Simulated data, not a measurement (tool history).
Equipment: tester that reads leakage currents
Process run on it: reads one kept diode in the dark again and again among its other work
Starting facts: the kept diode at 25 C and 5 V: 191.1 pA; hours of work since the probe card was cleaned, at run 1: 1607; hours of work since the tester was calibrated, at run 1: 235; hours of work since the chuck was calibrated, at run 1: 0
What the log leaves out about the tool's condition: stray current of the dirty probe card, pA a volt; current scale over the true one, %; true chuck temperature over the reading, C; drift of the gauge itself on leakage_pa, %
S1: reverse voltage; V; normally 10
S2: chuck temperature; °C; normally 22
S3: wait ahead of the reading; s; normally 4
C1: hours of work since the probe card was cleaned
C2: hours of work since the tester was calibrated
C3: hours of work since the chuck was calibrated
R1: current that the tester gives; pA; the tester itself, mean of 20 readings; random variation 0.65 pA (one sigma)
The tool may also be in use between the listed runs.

run	day	S1	S2	S3	C1	C2	C3	R1
1	0	10	22	4	1607	235	0	224.81
2	7.458	10	22	4	1739	367	132	222.51
3	11.471	10	22	4	1810	438	203	223.56
4	15.017	10	22	4	1873	501	266	221.01
5	20.179	10	22	4	1964	592	357	220.52
6	25.454	10	22	4	2057	685	450	219.46
7	30.821	10	22	4	2152	780	545	217.81
8	34.875	10	22	4	2224	852	617	216.98
9	40.858	10	22	4	2330	958	723	216.49
# day 42.754: probe card cleaned and baked
10	45.946	10	22	4	56	1045	810	217.38
11	49.104	10	22	4	112	1101	866	217.18
12	55.862	10	22	2.94	232	1221	986	215.62
13	60.862	10	22	2.94	320	1309	1074	216.78
14	67.512	5.8	46	1.2	438	1427	1192	1018.41
15	73.95	1.5	32	3.31	552	1541	1306	163.36
16	79.071	10	23	1.17	642	1631	1396	229.44
17	86.496	10	23	1.17	774	1763	1528	227.42
# day 90.4: probe card cleaned and baked, once more
# day 90.483: chuck's temperature calibrated
18	93.279	10	23	1.17	49	1879	49	236.52
19	97.042	10	38	4.48	116	1945	116	794.3
20	101.883	10	38	4.48	202	2031	202	787.79
21	108.758	5.1	59	4.31	323	2153	323	2486.71
22	115.35	5.1	59	4.31	440	2269	440	2465.25
23	119.592	5.1	59	4.31	515	2344	515	2461.53
24	127.4	1.5	22	5.21	653	2482	653	73.2
25	132.25	1.5	22	5.21	739	2568	739	72.82

Below are 4 alternative next runs, each starting from the tool's condition after run 25. Predict each:
A	139.846	1.9	22	4	873	2703	873	?
B	139.846	2.2	30	6.77	873	2703	873	?
C	139.846	1.5	22	0.46	873	2703	873	?
D	139.846	1.5	51	5.21	873	2703	873	?

run	R1
A	82.63
B	174.75
C	73.27
D	706.1
Had the tool no hidden state, the same runs would have come out as:
run	R1
A	87.27
B	184.79
C	77.44
D	745.04

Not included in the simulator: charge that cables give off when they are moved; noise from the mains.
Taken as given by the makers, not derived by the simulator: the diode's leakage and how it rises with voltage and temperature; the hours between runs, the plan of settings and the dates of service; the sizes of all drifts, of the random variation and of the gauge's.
